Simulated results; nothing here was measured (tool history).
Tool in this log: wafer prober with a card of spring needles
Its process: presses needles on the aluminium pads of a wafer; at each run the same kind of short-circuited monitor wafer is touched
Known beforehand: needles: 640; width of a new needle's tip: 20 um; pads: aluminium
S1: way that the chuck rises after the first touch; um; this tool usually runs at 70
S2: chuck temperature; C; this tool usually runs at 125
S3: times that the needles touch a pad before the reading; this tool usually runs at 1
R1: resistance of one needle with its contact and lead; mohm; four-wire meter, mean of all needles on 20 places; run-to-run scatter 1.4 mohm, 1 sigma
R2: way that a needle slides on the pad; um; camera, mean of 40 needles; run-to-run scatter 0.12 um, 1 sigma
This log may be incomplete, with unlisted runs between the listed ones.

Run 1, hour 0: usual settings. Result: R1 138 mohm, R2 17.58 um.
At hour 13.8: tips cleaned on abrasive film.
At hour 27.5: tips cleaned on abrasive film.
Run 2, hour 31.3: usual settings. Result: R1 178 mohm, R2 17.88 um.
At hour 40.1: tips cleaned on abrasive film.
Run 3, hour 51.2: usual settings but S2 28 C. Result: R1 241 mohm, R2 17.58 um.
At hour 53.3: tips cleaned on abrasive film.
At hour 66.6: tips cleaned on abrasive film.
Run 4, hour 68: usual settings. Result: R1 154 mohm, R2 17.59 um.
At hour 79.4: tips cleaned on abrasive film.
At hour 92.4: tips cleaned on abrasive film.
Run 5, hour 94: usual settings. Result: R1 156 mohm, R2 17.72 um.
At hour 107.3: tips cleaned on abrasive film.
At hour 120.4: tips cleaned on abrasive film.
Run 6, hour 124.4: usual settings but S3 3. Result: R1 148 mohm, R2 17.73 um.
At hour 133.7: tips cleaned on abrasive film.
At hour 147.1: tips cleaned on abrasive film.
Run 7, hour 153.6: usual settings but S3 3. Result: R1 161 mohm, R2 17.75 um.
At hour 161.7: tips cleaned on abrasive film.
Run 8, hour 171.1: usual settings but S3 3. Result: R1 164 mohm, R2 17.35 um.
At hour 176: tips cleaned on abrasive film.
At hour 189: tips cleaned on abrasive film.
Run 9, hour 198.2: usual settings but S2 51 C. Result: R1 230 mohm, R2 17.61 um.
At hour 202.5: tips cleaned on abrasive film.
At hour 215.3: tips cleaned on abrasive film.
Run 10, hour 227: usual settings but S2 51 C. Result: R1 255 mohm, R2 17.47 um.
At hour 228.6: tips cleaned on abrasive film.
At hour 243.1: tips cleaned on abrasive film.
At hour 257.1: tips cleaned on abrasive film.
Run 11, hour 258.1: usual settings but S2 51 C. Result: R1 150 mohm, R2 17.31 um.
At hour 270.2: tips cleaned on abrasive film.
At hour 272.7: height of the first contact set anew.
Run 12, hour 282.4: usual settings but S2 51 C. Result: R1 238 mohm, R2 17.91 um.
At hour 284.7: tips cleaned on abrasive film.
At hour 297.5: tips cleaned on abrasive film.
Run 13, hour 306.9: usual settings but S2 51 C. Result: R1 233 mohm, R2 17.97 um.
At hour 310.3: tips cleaned on abrasive film.
At hour 323.7: tips cleaned on abrasive film.
Run 14, hour 333.8: usual settings. Result: R1 230 mohm, R2 18.08 um.
At hour 336.3: tips cleaned on abrasive film.
At hour 349.3: tips cleaned on abrasive film.
At hour 362.3: tips cleaned on abrasive film.
Run 15, hour 362.5: usual settings. Result: R1 136 mohm, R2 17.79 um.
At hour 375.2: tips cleaned on abrasive film.
Run 16, hour 385.2: usual settings. Result: R1 230 mohm, R2 17.94 um.
At hour 389.1: tips cleaned on abrasive film.
At hour 402.9: tips cleaned on abrasive film.
Run 17, hour 402.9: usual settings. Result: R1 139 mohm, R2 17.88 um.
At hour 416.7: tips cleaned on abrasive film.
At hour 431.3: tips cleaned on abrasive film.
Run 18, hour 431.3: usual settings but S2 108 C. Result: R1 134 mohm, R2 17.83 um.
At hour 444.6: tips cleaned on abrasive film.
Run 19, hour 445.7: usual settings but S2 42 C, S3 2. Result: R1 134 mohm, R2 17.88 um.
At hour 459.5: tips cleaned on abrasive film.
At hour 473: tips cleaned on abrasive film.
Run 20, hour 475.8: usual settings but S2 42 C, S3 2. Result: R1 145 mohm, R2 18.05 um.
At hour 485.8: tips cleaned on abrasive film.
Run 21, hour 495.9: usual settings but S1 50 um, S2 25 C. Result: R1 354 mohm, R2 12.6 um.
At hour 498.7: tips cleaned on abrasive film.
At hour 512.4: tips cleaned on abrasive film.
Run 22, hour 518.3: usual settings but S1 50 um, S2 25 C. Result: R1 294 mohm, R2 12.54 um.
At hour 526.6: tips cleaned on abrasive film.
At hour 540.2: tips cleaned on abrasive film.
Run 23, hour 540.3: usual settings but S1 50 um, S2 25 C. Result: R1 145 mohm, R2 12.67 um.
At hour 554.5: tips cleaned on abrasive film.
Run 24, hour 556.6: usual settings but S1 74 um, S2 58 C. Result: R1 158 mohm, R2 18.77 um.
At hour 567.7: tips cleaned on abrasive film.
At hour 580.5: tips cleaned on abrasive film.
Run 25, hour 583.9: usual settings but S2 26 C. Result: R1 177 mohm, R2 17.81 um.
At hour 593.2: tips cleaned on abrasive film.
Run 26, hour 599.8: usual settings but S1 76 um, S2 41 C. Result: R1 192 mohm, R2 19.51 um.
At hour 605.8: tips cleaned on abrasive film.
At hour 620.5: tips cleaned on abrasive film.
Run 27, hour 620.8: usual settings but S1 59 um, S2 34 C. Result: R1 142 mohm, R2 14.72 um.
At hour 633.4: tips cleaned on abrasive film.
At hour 646.1: tips cleaned on abrasive film.
Run 28, hour 646.1: usual settings but S1 81 um, S2 35 C, S3 2. Result: R1 118 mohm, R2 20.5 um.
At hour 660.8: tips cleaned on abrasive film.
Run 29, hour 665: usual settings but S2 50 C. Result: R1 179 mohm, R2 17.54 um.

Run 30 has not been measured yet. What should we expect?
At hour 675.6: tips cleaned on abrasive film.
Run 30, hour 678.7: usual settings but S1 50 um, S2 83 C, S3 2. Result: R1 ?, R2 ?.

R1: 199 mohm
R2: 12.47 um
If the tool had no hidden condition, the same run with the same run-to-run variation would have returned R1 127 mohm, R2 12.94 um.
